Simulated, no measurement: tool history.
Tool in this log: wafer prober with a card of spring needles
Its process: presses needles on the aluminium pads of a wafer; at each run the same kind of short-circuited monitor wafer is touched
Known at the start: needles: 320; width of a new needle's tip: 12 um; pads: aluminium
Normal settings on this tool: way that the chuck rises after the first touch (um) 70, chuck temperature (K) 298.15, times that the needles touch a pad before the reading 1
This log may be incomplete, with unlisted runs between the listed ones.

run,hour,way that the chuck rises after the first touch (um),chuck temperature (K),times that the needles touch a pad before the reading,resistance of one needle with its contact and lead (mohm),way that a needle slides on the pad (um)
1,0,70,298.15,1,203,10.79
# hour 11.1: tips cleaned on abrasive film
# hour 24.8: tips cleaned on abrasive film
# hour 38.4: tips cleaned on abrasive film
# hour 52.3: tips cleaned on abrasive film
2,55.8,70,298.15,1,202,10.79
# hour 64.1: tips cleaned on abrasive film
# hour 77.8: tips cleaned on abrasive film
# hour 91.7: tips cleaned on abrasive film
3,96.3,70,298.15,1,201,10.76
# hour 104.7: tips cleaned on abrasive film
# hour 105: height of the first contact set anew
# hour 118.5: tips cleaned on abrasive film
4,122.5,70,298.15,1,202,10.76
# hour 130.9: tips cleaned on abrasive film
# hour 144.7: tips cleaned on abrasive film
# hour 156.9: tips cleaned on abrasive film
5,156.9,70,298.15,1,203,10.8
# hour 170.2: tips cleaned on abrasive film
# hour 181.4: tips cleaned on abrasive film
# hour 195.3: tips cleaned on abrasive film
# hour 209.1: tips cleaned on abrasive film
6,210,70,298.15,1,201,10.77
# hour 221.1: tips cleaned on abrasive film
# hour 235: tips cleaned on abrasive film
# hour 248.5: tips cleaned on abrasive film
7,251.2,70,298.15,1,204,10.78
# hour 260.2: tips cleaned on abrasive film
# hour 274.1: tips cleaned on abrasive film
# hour 287.6: tips cleaned on abrasive film
# hour 299: tips cleaned on abrasive film
8,299,70,298.15,1,197,10.76
# hour 310.1: tips cleaned on abrasive film
# hour 324: tips cleaned on abrasive film
# hour 337.6: tips cleaned on abrasive film
# hour 350: tips cleaned on abrasive film
9,350,70,298.15,1,202,10.71
# hour 361.2: tips cleaned on abrasive film
# hour 372.3: tips cleaned on abrasive film
10,378.1,70,298.15,1,204,10.76
# hour 383.6: tips cleaned on abrasive film
# hour 394.7: tips cleaned on abrasive film
# hour 408.6: tips cleaned on abrasive film
11,409.9,84,376.15,3,217,12.88
# hour 420.8: tips cleaned on abrasive film
# hour 431.9: tips cleaned on abrasive film
# hour 445.3: tips cleaned on abrasive film
12,454.6,84,376.15,3,217,12.89
# hour 457.2: tips cleaned on abrasive film
# hour 470.8: tips cleaned on abrasive film
# hour 484.7: tips cleaned on abrasive film
# hour 498.4: tips cleaned on abrasive film
# hour 501.4: height of the first contact set anew
# hour 512.6: tips cleaned on abrasive film
13,512.6,70,354.15,3,211,10.71
# hour 526.4: tips cleaned on abrasive film
# hour 540: tips cleaned on abrasive film
# hour 553.5: tips cleaned on abrasive film
14,555.6,71,371.15,2,214,10.87
# hour 566.7: tips cleaned on abrasive film
# hour 580.1: tips cleaned on abrasive film
15,580.1,70,298.15,1,206,10.69
# hour 593.9: tips cleaned on abrasive film
# hour 607.1: tips cleaned on abrasive film
16,608.8,68,367.15,1,218,10.41
# hour 619.8: tips cleaned on abrasive film
# hour 630.9: tips cleaned on abrasive film
# hour 644.4: tips cleaned on abrasive film
17,650.1,68,367.15,1,217,10.42
# hour 658.1: tips cleaned on abrasive film
# hour 671.9: tips cleaned on abrasive film
18,675.8,77,330.15,1,207,11.78
# hour 684.1: tips cleaned on abrasive film
# hour 698: tips cleaned on abrasive film
# hour 709.8: tips cleaned on abrasive film
19,709.8,77,330.15,1,207,11.78

Predict each of these 3 candidate next runs independently; none follows another, all start after run 19:
# hour 723.5: tips cleaned on abrasive film
# hour 737.4: tips cleaned on abrasive film
# hour 749.8: tips cleaned on abrasive film
A,749.8,76,350.15,1,?,?
# hour 723.5: tips cleaned on abrasive film
# hour 737.4: tips cleaned on abrasive film
# hour 749.8: tips cleaned on abrasive film
B,749.8,78,298.15,1,?,?
# hour 723.5: tips cleaned on abrasive film
# hour 737.4: tips cleaned on abrasive film
# hour 749.8: tips cleaned on abrasive film
C,749.8,50,317.15,2,?,?

run,resistance of one needle with its contact and lead (mohm),way that a needle slides on the pad (um)
A,213,11.61
B,199,11.93
C,208,7.61
Had the tool no hidden state, the same runs would have come out as:
run,resistance of one needle with its contact and lead (mohm),way that a needle slides on the pad (um)
A,213,11.73
B,199,12.06
C,208,7.7
